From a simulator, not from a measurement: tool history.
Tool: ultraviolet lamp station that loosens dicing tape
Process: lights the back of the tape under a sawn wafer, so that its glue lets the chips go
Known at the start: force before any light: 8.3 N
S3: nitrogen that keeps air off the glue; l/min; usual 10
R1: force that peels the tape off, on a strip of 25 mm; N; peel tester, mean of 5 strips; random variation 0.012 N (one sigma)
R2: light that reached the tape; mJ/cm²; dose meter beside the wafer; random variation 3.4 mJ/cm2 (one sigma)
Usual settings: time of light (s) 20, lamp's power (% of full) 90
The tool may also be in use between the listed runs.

Run 1, hour 0.0: usual settings. Result: R1 1.435 N, R2 347 mJ/cm².
At hour 27.0: window cleaned of glue's vapour.
Run 2, hour 43.8: usual settings. Result: R1 1.442 N, R2 357 mJ/cm².
Run 3, hour 90.7: usual settings. Result: R1 1.443 N, R2 350 mJ/cm².
Run 4, hour 126.4: usual settings but lamp's power (% of full) 62. Result: R1 2.523 N, R2 236 mJ/cm².
Run 5, hour 156.9: usual settings but lamp's power (% of full) 62. Result: R1 2.497 N, R2 231 mJ/cm².
Run 6, hour 189.0: usual settings but lamp's power (% of full) 62. Result: R1 2.649 N, R2 222 mJ/cm².
Run 7, hour 247.8: usual settings but lamp's power (% of full) 62. Result: R1 2.764 N, R2 218 mJ/cm².
At hour 296.3: lamp changed.
Run 8, hour 296.3: usual settings but lamp's power (% of full) 62. Result: R1 1.328 N, R2 373 mJ/cm².
Run 9, hour 325.1: usual settings but time of light (s) 30, lamp's power (% of full) 62, S3 7 l/min. Result: R1 0.766 N, R2 549 mJ/cm².
Run 10, hour 358.4: usual settings but time of light (s) 30, lamp's power (% of full) 62, S3 7 l/min. Result: R1 0.763 N, R2 539 mJ/cm².
Run 11, hour 405.2: usual settings but lamp's power (% of full) 83, S3 6 l/min. Result: R1 1.107 N, R2 477 mJ/cm².
Run 12, hour 445.0: usual settings but time of light (s) 35, lamp's power (% of full) 77. Result: R1 0.263 N, R2 757 mJ/cm².
At hour 457.8: window cleaned of glue's vapour.
Run 13, hour 506.1: usual settings but time of light (s) 23, lamp's power (% of full) 68, S3 11 l/min. Result: R1 0.883 N, R2 447 mJ/cm².
Run 14, hour 543.9: usual settings but time of light (s) 21, lamp's power (% of full) 61, S3 5 l/min. Result: R1 2.031 N, R2 357 mJ/cm².

Forecast each of these 5 alternatives for the next run:
Run A, hour 602.3: usual settings but lamp's power (% of full) 82. Result: R1 ?, R2 ?.
Run B, hour 602.3: usual settings but time of light (s) 17, lamp's power (% of full) 61, S3 13 l/min. Result: R1 ?, R2 ?.
Run C, hour 602.3: usual settings but time of light (s) 19, lamp's power (% of full) 93, S3 13 l/min. Result: R1 ?, R2 ?.
Run D, hour 602.3: usual settings but time of light (s) 13, S3 7 l/min. Result: R1 ?, R2 ?.
Run E, hour 602.3: usual settings but time of light (s) 21, lamp's power (% of full) 87, S3 8 l/min. Result: R1 ?, R2 ?.

run     R1   R2
  A  0.904  451
  B  1.776  281
  C  0.670  479
  D  2.053  321
  E  0.868  496
Without the tool's hidden state the same runs would have given:
run     R1   R2
  A  0.686  512
  B  1.450  320
  C  0.494  545
  D  1.699  365
  E  0.655  564

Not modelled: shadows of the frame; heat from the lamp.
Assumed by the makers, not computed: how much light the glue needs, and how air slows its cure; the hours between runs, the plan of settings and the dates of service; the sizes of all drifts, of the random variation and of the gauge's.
